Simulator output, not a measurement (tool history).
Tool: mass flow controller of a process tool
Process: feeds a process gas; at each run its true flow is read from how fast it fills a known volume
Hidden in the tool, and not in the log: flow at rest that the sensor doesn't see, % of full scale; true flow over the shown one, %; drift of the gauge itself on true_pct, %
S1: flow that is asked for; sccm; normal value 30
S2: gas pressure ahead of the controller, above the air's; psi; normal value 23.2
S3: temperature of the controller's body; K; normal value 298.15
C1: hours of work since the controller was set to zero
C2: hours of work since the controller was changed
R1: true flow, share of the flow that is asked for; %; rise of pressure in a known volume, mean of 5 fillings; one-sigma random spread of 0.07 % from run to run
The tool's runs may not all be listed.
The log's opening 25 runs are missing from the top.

| run | hour | S1 | S2 | S3 | C1 | C2 | R1 |
|---|---|---|---|---|---|---|---|
| 26 | 3449.6 | 93 | 28.0 | 302.15 | 2888 | 2888 | 100.42 |
| 27 | 3594.0 | 37 | 28.0 | 298.15 | 2981 | 2981 | 99.01 |
| 28 | 3675.4 | 30 | 23.2 | 303.15 | 3033 | 3033 | 99.45 |
| 29 | 3776.1 | 21 | 23.2 | 309.15 | 3098 | 3098 | 100.02 |
| 30 | 3867.4 | 21 | 28.3 | 299.15 | 3156 | 3156 | 98.75 |
| 31 | 4006.4 | 10 | 23.2 | 298.15 | 3246 | 3246 | 98.41 |
| 32 | 4093.8 | 62 | 23.2 | 298.15 | 3302 | 3302 | 99.22 |
| 33 | 4256.8 | 14 | 23.2 | 295.15 | 3407 | 3407 | 98.14 |
| 34 | 4392.7 | 41 | 30.0 | 302.15 | 3494 | 3494 | 99.42 |
| 35 | 4509.6 | 16 | 30.5 | 298.15 | 3569 | 3569 | 98.70 |
| 36 | 4633.1 | 30 | 33.5 | 298.15 | 3648 | 3648 | 98.94 |
| 37 | 4805.1 | 30 | 33.5 | 298.15 | 3759 | 3759 | 99.04 |

Predict each of these 4 candidate next runs independently; none follows another, all start after run 37:
| A | 4891.1 | 11 | 23.2 | 298.15 | 3814 | 3814 | ? |
| B | 4891.1 | 30 | 23.4 | 298.15 | 3814 | 3814 | ? |
| C | 4891.1 | 47 | 28.9 | 303.15 | 3814 | 3814 | ? |
| D | 4891.1 | 13 | 23.2 | 293.15 | 3814 | 3814 | ? |

| run | R1 |
|---|---|
| A | 98.55 |
| B | 98.67 |
| C | 99.79 |
| D | 98.03 |
With no hidden state in the tool, these same runs would have given:
| run | R1 |
|---|---|
| A | 98.60 |
| B | 98.66 |
| C | 99.77 |
| D | 98.07 |
